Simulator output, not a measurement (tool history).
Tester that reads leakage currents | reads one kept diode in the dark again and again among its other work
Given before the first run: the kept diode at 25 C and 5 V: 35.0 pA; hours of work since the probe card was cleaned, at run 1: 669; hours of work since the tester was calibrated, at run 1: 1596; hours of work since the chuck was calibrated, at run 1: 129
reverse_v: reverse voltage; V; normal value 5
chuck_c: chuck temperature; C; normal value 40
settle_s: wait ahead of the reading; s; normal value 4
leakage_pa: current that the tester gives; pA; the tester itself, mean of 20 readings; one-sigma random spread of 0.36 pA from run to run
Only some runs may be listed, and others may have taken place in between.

run	day	reverse_v	chuck_c	settle_s	hours of work since the probe card was cleaned	hours of work since the tester was calibrated	hours of work since the chuck was calibrated	leakage_pa
1	0	5	40	4	669	1596	129	119.9
2	2.783	5	40	4	710	1637	170	120.44
3	5.021	5	40	4	744	1671	203	121.74
4	6.371	5	34	4	764	1691	224	76.08
5	9.179	5	34	4	806	1733	266	76.25
6	10.625	5	34	4	827	1754	287	76.63
7	13.354	5	40	4	868	1795	328	122.55
8	15.725	5	24	4	903	1830	363	34.74
9	18.233	5	40	4	941	1868	400	124.27
10	20.275	5	40	4	971	1898	431	124.66
11	22.229	5	40	4	1000	1927	460	125.37
12	24.088	5	40	4	1028	1955	488	126.55
13	26.867	5	40	4	1069	1996	529	127.22
14	28.692	5	40	4	1097	2023	556	127.24
15	30.638	5	26	4	1126	2052	585	42.68
16	33.667	5	26	4	1171	2098	631	42.92
17	36.433	5	40	4	1212	2139	672	129.19
18	37.942	5	40	4	1234	2161	694	129.91
19	40.129	5	40	4	1267	2194	727	131.39
# day 41.775: probe card cleaned and baked
20	41.892	5	40	4	2	2218	751	128.24
21	43.812	6.8	40	1.22	30	2247	780	145.04
22	46.812	1.11	40	0.97	75	2292	825	74.54
23	48.279	1.11	40	0.97	97	2314	847	74.81
# day 48.679: chuck's temperature calibrated
24	51.312	3.09	57	0.97	141	2358	39	339.97
25	54.529	9.19	42	0.97	189	2406	87	172.67
26	56.362	5.4	42	2.21	216	2433	115	140.42
27	59.167	5.4	42	2.21	258	2475	156	142.02
28	61.679	1.3	40	4	296	2512	194	71.99
29	63.058	1.07	41	4	316	2533	214	72.75
30	64.488	11.33	48	4	337	2554	236	297.11
31	66.583	11.97	40	1.07	369	2585	267	169.72
32	68.312	11.97	40	1.07	394	2611	293	169.01
33	70.879	6.68	57	0.34	433	2649	331	469.48
34	74.038	5	40	3.89	480	2697	378	122.33
35	76.708	5	40	3.89	520	2736	418	122.8
36	79.95	5	40	3.89	568	2785	466	123.69
37	82.25	5	40	3.89	602	2819	501	124.2
38	85.425	17.07	27	0.61	650	2866	548	77.13
39	88.375	10.34	52	4.41	694	2910	592	399.45
40	90.946	10.34	52	4.41	732	2949	630	402.9

Pick out some run-to-run changes in leakage_pa. Of each, how much would a tool without hidden state show as well, from the settings, what came in and chance, and how much is left for the hidden state and any gauge scatter not in both results compared?
Hidden conditions of the tool in this case: stray current of the dirty probe card, pA a volt; current scale over the true one, %; true chuck temperature over the reading, C; drift of the gauge itself on leakage_pa, %.
Run 23 -> 24: reverse_v 1.11 -> 3.09, chuck_c 40 -> 57, chuck's temperature calibrated. leakage_pa +265.16 pA: hidden state -15.18, all else +280.34.
Run 24 -> 25: reverse_v 3.09 -> 9.19, chuck_c 57 -> 42. leakage_pa -167.3 pA: hidden state +5.79, all else -173.09.
Run 32 -> 33: reverse_v 11.97 -> 6.68, chuck_c 40 -> 57, settle_s 1.07 -> 0.34. leakage_pa +300.47 pA: hidden state +2.12, all else +298.35.
Run 33 -> 34: reverse_v 6.68 -> 5, chuck_c 57 -> 40, settle_s 0.34 -> 3.89. leakage_pa -347.15 pA: hidden state -1.88, all else -345.27.
Run 38 -> 39: reverse_v 17.07 -> 10.34, chuck_c 27 -> 52, settle_s 0.61 -> 4.41. leakage_pa +322.32 pA: hidden state +11.92, all else +310.4.

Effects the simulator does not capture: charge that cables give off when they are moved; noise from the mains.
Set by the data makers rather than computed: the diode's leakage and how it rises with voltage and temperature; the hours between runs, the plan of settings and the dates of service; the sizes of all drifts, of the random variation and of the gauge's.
